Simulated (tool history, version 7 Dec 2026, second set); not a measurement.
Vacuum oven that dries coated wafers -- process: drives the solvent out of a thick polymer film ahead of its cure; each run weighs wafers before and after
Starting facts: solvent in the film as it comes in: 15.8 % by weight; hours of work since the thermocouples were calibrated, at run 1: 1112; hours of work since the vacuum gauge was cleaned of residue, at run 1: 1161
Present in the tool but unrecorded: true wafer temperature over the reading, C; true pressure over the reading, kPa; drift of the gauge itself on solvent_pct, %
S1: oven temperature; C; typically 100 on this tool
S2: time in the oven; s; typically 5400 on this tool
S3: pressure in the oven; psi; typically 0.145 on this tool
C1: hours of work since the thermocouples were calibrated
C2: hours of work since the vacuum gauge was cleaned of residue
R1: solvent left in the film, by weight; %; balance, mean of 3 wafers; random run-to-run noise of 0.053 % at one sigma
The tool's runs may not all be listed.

| run | hour | S1 | S2 | S3 | C1 | C2 | R1 |
|---|---|---|---|---|---|---|---|
| 1 | 0.0 | 100 | 5400 | 0.145 | 1112 | 1161 | 1.93 |
| 2 | 31.2 | 100 | 5400 | 0.145 | 1132 | 1181 | 1.90 |
| 3 | 82.7 | 100 | 5400 | 0.145 | 1165 | 1214 | 1.89 |
| 4 | 131.8 | 100 | 5400 | 0.145 | 1196 | 1245 | 1.87 |
| 5 | 154.0 | 100 | 5400 | 0.145 | 1210 | 1259 | 1.87 |
|  | 174.2 | vacuum gauge cleaned of residue and calibrated |
| 6 | 185.8 | 100 | 5400 | 0.145 | 1229 | 7 | 1.82 |
| 7 | 227.9 | 88 | 5400 | 0.145 | 1256 | 34 | 3.85 |
| 8 | 271.5 | 88 | 5400 | 0.145 | 1283 | 62 | 3.86 |
|  | 289.8 | oven's thermocouples calibrated |
| 9 | 306.4 | 88 | 5400 | 0.145 | 11 | 82 | 3.88 |
| 10 | 339.1 | 88 | 5400 | 0.145 | 31 | 103 | 3.88 |
| 11 | 361.4 | 88 | 5400 | 0.145 | 45 | 117 | 3.87 |
| 12 | 404.3 | 100 | 5400 | 0.145 | 72 | 144 | 1.81 |
| 13 | 445.1 | 100 | 5400 | 0.145 | 98 | 170 | 1.87 |
| 14 | 475.2 | 100 | 4620 | 0.145 | 117 | 189 | 2.17 |
| 15 | 518.7 | 100 | 4620 | 0.145 | 145 | 217 | 2.19 |
| 16 | 556.4 | 111 | 5400 | 0.145 | 169 | 240 | 0.96 |
| 17 | 582.4 | 90 | 4560 | 0.145 | 185 | 257 | 3.98 |
| 18 | 633.5 | 90 | 4560 | 0.164 | 217 | 289 | 4.29 |
| 19 | 662.1 | 100 | 8640 | 0.251 | 235 | 307 | 2.31 |
| 20 | 706.3 | 109 | 5400 | 0.145 | 263 | 335 | 1.15 |
| 21 | 757.4 | 89 | 2820 | 0.318 | 296 | 368 | 7.75 |
| 22 | 800.2 | 89 | 2820 | 0.318 | 323 | 395 | 7.82 |
| 23 | 844.8 | 89 | 5400 | 0.178 | 351 | 423 | 4.07 |
| 24 | 886.5 | 89 | 5400 | 0.178 | 377 | 449 | 4.02 |
| 25 | 911.5 | 111 | 3900 | 0.437 | 393 | 465 | 2.92 |
| 26 | 937.6 | 111 | 3900 | 0.437 | 410 | 482 | 2.92 |
| 27 | 961.0 | 111 | 4200 | 0.300 | 424 | 496 | 2.18 |
| 28 | 1001.3 | 111 | 4200 | 0.300 | 450 | 522 | 2.08 |
| 29 | 1027.2 | 108 | 2940 | 0.229 | 466 | 538 | 2.78 |

Forecast run 30:
| 30 | 1058.7 | 97 | 3360 | 0.145 | 486 | 558 | ? |

Run 30 produced R1 3.82 %.
Had the tool carried no hidden state, the very same run would have given R1 3.80 %.
